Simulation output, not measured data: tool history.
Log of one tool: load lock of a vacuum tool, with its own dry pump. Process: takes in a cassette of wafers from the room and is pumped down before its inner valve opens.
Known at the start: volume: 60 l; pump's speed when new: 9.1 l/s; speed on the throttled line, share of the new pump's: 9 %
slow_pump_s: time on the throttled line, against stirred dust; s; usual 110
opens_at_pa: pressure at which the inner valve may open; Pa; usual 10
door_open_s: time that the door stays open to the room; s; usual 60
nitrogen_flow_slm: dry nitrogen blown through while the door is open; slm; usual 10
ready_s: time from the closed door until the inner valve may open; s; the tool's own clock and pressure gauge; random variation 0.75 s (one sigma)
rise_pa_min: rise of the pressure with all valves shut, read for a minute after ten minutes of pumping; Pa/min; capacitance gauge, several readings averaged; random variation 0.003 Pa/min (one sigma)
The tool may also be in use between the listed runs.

run,hour,slow_pump_s,opens_at_pa,door_open_s,nitrogen_flow_slm,"incoming humidity of the room's air, %",ready_s,rise_pa_min
1,0,110,10,60,10,42.6,162,0.032
2,157.5,110,10,60,10,44.9,162.6,0.04
3,330.2,110,18,60,10,45.8,156.5,0.038
4,549.8,110,18,60,10,42.9,157.7,0.035
5,732.4,110,18,60,10,45.1,157.4,0.04
6,863,110,18,60,10,42.8,157,0.034
7,1052.4,112,10,60,10,45.9,163,0.035
8,1234.9,110,10,60,8,42.8,161.5,0.04
9,1391.1,110,10,55,8,45.9,162,0.04

Forecast run 10:
10,1567.1,110,10,55,8,48.1,?,?

Run 10 gave ready_s 162 s, rise_pa_min 0.041 Pa/min.
Without the tool's hidden state the same run would have given ready_s 161.2 s, rise_pa_min 0.031 Pa/min.
